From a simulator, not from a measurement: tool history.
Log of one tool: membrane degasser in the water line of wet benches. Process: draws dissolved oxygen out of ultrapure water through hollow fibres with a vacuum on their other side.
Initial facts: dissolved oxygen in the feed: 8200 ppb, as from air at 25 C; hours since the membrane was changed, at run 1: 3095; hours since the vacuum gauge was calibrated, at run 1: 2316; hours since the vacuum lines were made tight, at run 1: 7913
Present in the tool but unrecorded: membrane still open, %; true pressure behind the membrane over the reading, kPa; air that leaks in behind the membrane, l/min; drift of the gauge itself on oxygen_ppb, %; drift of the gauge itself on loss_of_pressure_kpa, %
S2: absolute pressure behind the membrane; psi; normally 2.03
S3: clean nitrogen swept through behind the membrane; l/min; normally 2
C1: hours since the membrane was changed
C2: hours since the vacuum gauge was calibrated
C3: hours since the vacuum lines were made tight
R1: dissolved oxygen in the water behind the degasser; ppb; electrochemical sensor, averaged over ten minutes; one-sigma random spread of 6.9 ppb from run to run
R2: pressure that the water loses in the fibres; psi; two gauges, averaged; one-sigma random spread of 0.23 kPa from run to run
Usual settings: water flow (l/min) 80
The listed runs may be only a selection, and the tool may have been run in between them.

Run 1, hour 0: usual settings; C1 3095; C2 2316; C3 7913. Result: R1 879.2 ppb, R2 8.367 psi.
Run 2, hour 180: usual settings but water flow (l/min) 50; C1 3275; C2 2496; C3 8093. Result: R1 571.3 ppb, R2 5.266 psi.
Run 3, hour 364.4: usual settings but water flow (l/min) 50; C1 3459; C2 2680; C3 8278. Result: R1 565.8 ppb, R2 5.304 psi.
Run 4, hour 554.3: usual settings but water flow (l/min) 50, S2 4.41 psi; C1 3649; C2 2870; C3 8468. Result: R1 1291.4 ppb, R2 5.3 psi.
Run 5, hour 659.6: usual settings but water flow (l/min) 50, S2 4.41 psi, S3 4.24 l/min; C1 3755; C2 2975; C3 8573. Result: R1 706.7 ppb, R2 5.216 psi.
Run 6, hour 796.9: usual settings; C1 3892; C2 3113; C3 8710. Result: R1 874.6 ppb, R2 8.417 psi.
Run 7, hour 947: usual settings but water flow (l/min) 62; C1 4042; C2 3263; C3 8860. Result: R1 703.6 ppb, R2 6.525 psi.
Run 8, hour 1069: usual settings but water flow (l/min) 62; C1 4164; C2 3385; C3 8982. Result: R1 682.6 ppb, R2 6.528 psi.
At hour 1190.7: vacuum gauge calibrated.
Run 9, hour 1190.7: usual settings but S3 2.48 l/min; C1 4285; C2 0; C3 9104. Result: R1 764.7 ppb, R2 8.446 psi.
Run 10, hour 1357.5: usual settings but S3 2.48 l/min; C1 4452; C2 167; C3 9270. Result: R1 761.8 ppb, R2 8.47 psi.
Run 11, hour 1477.2: usual settings but S3 2.48 l/min; C1 4572; C2 287; C3 9390. Result: R1 760.4 ppb, R2 8.457 psi.
Run 12, hour 1602.7: usual settings; C1 4697; C2 412; C3 9516. Result: R1 877.1 ppb, R2 8.459 psi.
At hour 1677.7: seals of the vacuum lines changed.
Run 13, hour 1694.1: usual settings; C1 4787; C2 501; C3 16. Result: R1 881.9 ppb, R2 8.472 psi.
Run 14, hour 1830.1: usual settings; C1 4923; C2 637; C3 152. Result: R1 875.4 ppb, R2 8.48 psi.
Run 15, hour 1946.4: usual settings but S2 3.6 psi; C1 5039; C2 754; C3 269. Result: R1 1550.5 ppb, R2 8.459 psi.
Run 16, hour 2043.1: usual settings but S3 2.27 l/min; C1 5136; C2 850; C3 365. Result: R1 800.7 ppb, R2 8.538 psi.
Run 17, hour 2123.1: usual settings but S2 1.54 psi, S3 0.88 l/min; C1 5216; C2 930; C3 445. Result: R1 1066.5 ppb, R2 8.502 psi.
Run 18, hour 2211: usual settings but S2 1.54 psi, S3 0.88 l/min; C1 5304; C2 1018; C3 533. Result: R1 1066.1 ppb, R2 8.498 psi.
Run 19, hour 2377.7: usual settings but water flow (l/min) 62, S2 4.82 psi, S3 5.27 l/min; C1 5470; C2 1185; C3 700. Result: R1 783.6 ppb, R2 6.633 psi.

Run 20, settings as shown, results not yet in. Your forecast:
Run 20, hour 2567.9: usual settings but water flow (l/min) 57, S2 4.99 psi, S3 2.47 l/min; C1 5660; C2 1375; C3 890. Result: R1 ?, R2 ?.

For run 20 the tool returned R1 1362.5 ppb, R2 6.068 psi.
Minus the tool's unlogged condition, the same run would have read R1 1362.4 ppb, R2 5.99 psi.
